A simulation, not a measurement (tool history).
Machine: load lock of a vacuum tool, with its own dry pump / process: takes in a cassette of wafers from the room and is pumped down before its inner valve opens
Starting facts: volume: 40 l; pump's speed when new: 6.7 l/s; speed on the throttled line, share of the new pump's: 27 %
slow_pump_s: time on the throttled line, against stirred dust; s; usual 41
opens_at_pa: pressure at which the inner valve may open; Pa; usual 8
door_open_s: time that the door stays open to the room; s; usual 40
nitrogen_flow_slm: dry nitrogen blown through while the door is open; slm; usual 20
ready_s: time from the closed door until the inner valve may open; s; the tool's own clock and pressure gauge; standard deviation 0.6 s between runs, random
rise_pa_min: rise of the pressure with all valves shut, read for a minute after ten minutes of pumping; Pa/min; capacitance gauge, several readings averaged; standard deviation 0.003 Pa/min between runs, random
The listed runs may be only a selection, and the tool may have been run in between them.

| run | day | slow_pump_s | opens_at_pa | door_open_s | nitrogen_flow_slm | incoming humidity of the room's air, % | ready_s | rise_pa_min |
|---|---|---|---|---|---|---|---|---|
| 1 | 0.000 | 41 | 8 | 40 | 20 | 44.2 | 87.9 | 0.015 |
| 2 | 9.962 | 41 | 8 | 40 | 20 | 43.6 | 85.9 | 0.016 |
| 3 | 14.462 | 41 | 8 | 40 | 20 | 49.1 | 86.9 | 0.022 |
| 4 | 20.342 | 41 | 8 | 46 | 20 | 43.5 | 87.2 | 0.017 |
| 5 | 26.175 | 41 | 8 | 46 | 20 | 45.9 | 87.4 | 0.026 |
| 6 | 31.492 | 41 | 8 | 46 | 20 | 41.0 | 87.6 | 0.013 |
| 7 | 40.396 | 41 | 8 | 46 | 20 | 42.9 | 87.1 | 0.022 |
| 8 | 46.854 | 41 | 8 | 40 | 20 | 44.7 | 87.0 | 0.017 |
| 9 | 55.825 | 41 | 8 | 40 | 20 | 42.2 | 86.5 | 0.016 |
| 10 | 62.642 | 41 | 8 | 40 | 20 | 48.0 | 87.6 | 0.016 |
| 11 | 70.108 | 41 | 8 | 40 | 20 | 45.2 | 87.6 | 0.018 |
| 12 | 75.871 | 41 | 7 | 40 | 20 | 51.3 | 88.6 | 0.017 |
| 13 | 81.467 | 41 | 7 | 56 | 20 | 43.5 | 87.3 | 0.021 |
| 14 | 89.071 | 41 | 7 | 56 | 20 | 47.4 | 88.7 | 0.020 |
| 15 | 93.962 | 41 | 7 | 56 | 20 | 42.7 | 87.8 | 0.021 |
| 16 | 98.654 | 41 | 8 | 40 | 20 | 49.2 | 86.2 | 0.018 |
| 17 | 102.783 | 41 | 8 | 40 | 20 | 44.9 | 87.7 | 0.020 |
| 18 | 108.917 | 41 | 8 | 40 | 20 | 41.5 | 87.1 | 0.012 |
| 19 | 115.283 | 41 | 8 | 40 | 20 | 44.1 | 86.4 | 0.016 |
| 20 | 120.925 | 36 | 8 | 123 | 20 | 45.4 | 83.4 | 0.030 |
| 21 | 127.900 | 36 | 8 | 123 | 20 | 42.9 | 83.5 | 0.032 |
| 22 | 135.008 | 35 | 8 | 40 | 8 | 45.2 | 82.6 | 0.022 |
| 23 | 139.329 | 41 | 12 | 240 | 20 | 47.6 | 83.6 | 0.054 |
| 24 | 149.425 | 41 | 11 | 64 | 20 | 43.6 | 84.8 | 0.022 |
| 25 | 155.729 | 38 | 15 | 45 | 6 | 46.0 | 80.7 | 0.039 |
| 26 | 160.333 | 78 | 8 | 33 | 20 | 43.6 | 113.5 | 0.019 |
| 27 | 165.975 | 64 | 10 | 63 | 6 | 42.5 | 101.3 | 0.035 |
| 28 | 172.083 | 64 | 10 | 63 | 6 | 44.6 | 101.4 | 0.034 |
| 29 | 177.325 | 64 | 10 | 63 | 6 | 44.5 | 102.0 | 0.036 |
| 30 | 185.017 | 70 | 7 | 50 | 7 | 46.9 | 108.4 | 0.036 |
| 31 | 191.325 | 47 | 6 | 40 | 20 | 41.9 | 93.3 | 0.014 |
| 32 | 199.046 | 29 | 9 | 30 | 44 | 45.5 | 77.7 | 0.008 |
| 33 | 205.233 | 29 | 9 | 30 | 44 | 45.4 | 76.2 | 0.013 |
| 34 | 212.412 | 81 | 14 | 40 | 20 | 42.7 | 112.5 | 0.011 |
| 35 | 216.808 | 26 | 12 | 33 | 8 | 47.1 | 74.0 | 0.020 |
| 36 | 221.242 | 26 | 12 | 27 | 8 | 42.7 | 72.8 | 0.023 |
| 37 | 227.083 | 26 | 12 | 27 | 8 | 45.0 | 74.7 | 0.024 |
| 38 | 234.092 | 71 | 14 | 30 | 31 | 43.7 | 104.3 | 0.011 |

Alternative continuations, all from the tool just after run 38; predict every row:
| A | 242.496 | 31 | 8 | 132 | 20 | 45.3 | ? | ? |
| B | 242.496 | 71 | 14 | 30 | 7 | 43.9 | ? | ? |
| C | 242.496 | 27 | 14 | 30 | 6 | 45.1 | ? | ? |

| run | ready_s | rise_pa_min |
|---|---|---|
| A | 80.1 | 0.036 |
| B | 104.4 | 0.019 |
| C | 73.1 | 0.023 |
Take away the tool's hidden state, keep each run's random variation, and the runs would have read:
| run | ready_s | rise_pa_min |
|---|---|---|
| A | 80.0 | 0.036 |
| B | 104.3 | 0.019 |
| C | 73.0 | 0.023 |
